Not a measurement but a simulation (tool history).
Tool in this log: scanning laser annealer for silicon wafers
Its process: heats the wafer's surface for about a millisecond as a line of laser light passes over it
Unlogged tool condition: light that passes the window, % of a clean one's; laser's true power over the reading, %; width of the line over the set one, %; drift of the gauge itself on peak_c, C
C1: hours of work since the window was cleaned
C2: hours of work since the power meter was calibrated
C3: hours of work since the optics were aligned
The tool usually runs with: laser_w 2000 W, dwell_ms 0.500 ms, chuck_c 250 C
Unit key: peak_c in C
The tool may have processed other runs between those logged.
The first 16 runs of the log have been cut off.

Run 17, hour 238.1: usual settings; C1 237; C2 6; C3 528. Result: peak_c 960 C.
Run 18, hour 253.5: usual settings but laser_w 2125 W, dwell_ms 0.568 ms, chuck_c 241 C; C1 244; C2 13; C3 535. Result: peak_c 1051 C.
Run 19, hour 262.6: usual settings but laser_w 2155 W, dwell_ms 0.520 ms; C1 248; C2 18; C3 539. Result: peak_c 1035 C.
Run 20, hour 276.6: usual settings but laser_w 2155 W, dwell_ms 0.520 ms; C1 255; C2 24; C3 546. Result: peak_c 1038 C.
Run 21, hour 287.8: usual settings but laser_w 2155 W, dwell_ms 0.520 ms; C1 260; C2 29; C3 551. Result: peak_c 1035 C.
Run 22, hour 305.6: usual settings but laser_w 2155 W, dwell_ms 0.520 ms; C1 268; C2 38; C3 559. Result: peak_c 1035 C.
Run 23, hour 318.3: usual settings but laser_w 1972 W, dwell_ms 0.455 ms, chuck_c 240 C; C1 274; C2 44; C3 565. Result: peak_c 900 C.
Run 24, hour 327.9: usual settings but laser_w 2071 W, dwell_ms 0.455 ms, chuck_c 245 C; C1 279; C2 48; C3 570. Result: peak_c 944 C.
Run 25, hour 339.9: usual settings but laser_w 1962 W, dwell_ms 0.455 ms, chuck_c 226 C; C1 285; C2 54; C3 576. Result: peak_c 879 C.
Run 26, hour 357.3: usual settings but laser_w 1962 W, dwell_ms 0.455 ms, chuck_c 226 C; C1 293; C2 62; C3 584. Result: peak_c 881 C.
Run 27, hour 369.4: usual settings but laser_w 1842 W, dwell_ms 0.455 ms, chuck_c 226 C; C1 299; C2 68; C3 590. Result: peak_c 833 C.
Run 28, hour 382.0: usual settings but laser_w 1842 W, dwell_ms 0.455 ms, chuck_c 226 C; C1 305; C2 74; C3 596. Result: peak_c 829 C.
Run 29, hour 390.3: usual settings but laser_w 1842 W, dwell_ms 0.455 ms, chuck_c 264 C; C1 309; C2 78; C3 600. Result: peak_c 871 C.
Run 30, hour 408.1: usual settings but dwell_ms 0.558 ms, chuck_c 237 C; C1 317; C2 86; C3 608. Result: peak_c 976 C.
Run 31, hour 417.4: usual settings but laser_w 2169 W, dwell_ms 0.558 ms, chuck_c 237 C; C1 321; C2 91; C3 612. Result: peak_c 1046 C.
Run 32, hour 429.6: usual settings but laser_w 2169 W, dwell_ms 0.558 ms, chuck_c 237 C; C1 327; C2 97; C3 618. Result: peak_c 1047 C.
Run 33, hour 444.8: usual settings but chuck_c 258 C; C1 334; C2 104; C3 625. Result: peak_c 953 C.
Run 34, hour 463.4: usual settings but chuck_c 258 C; C1 343; C2 112; C3 634. Result: peak_c 957 C.

Each row is a separate what-if for the run after 34, all from the same tool condition, not one after another. Results?
Run A, hour 481.5: usual settings but dwell_ms 0.351 ms, chuck_c 258 C; C1 352; C2 121; C3 643. Result: peak_c ?.
Run B, hour 481.5: usual settings but laser_w 2050 W, dwell_ms 0.430 ms, chuck_c 288 C; C1 352; C2 121; C3 643. Result: peak_c ?.
Run C, hour 481.5: usual settings but laser_w 1925 W; C1 352; C2 121; C3 643. Result: peak_c ?.

run  peak_c
  A     836
  B     949
  C     915
Stripped of hidden state, with their random variation kept, the same runs would have yielded:
run  peak_c
  A     873
  B     992
  C     958
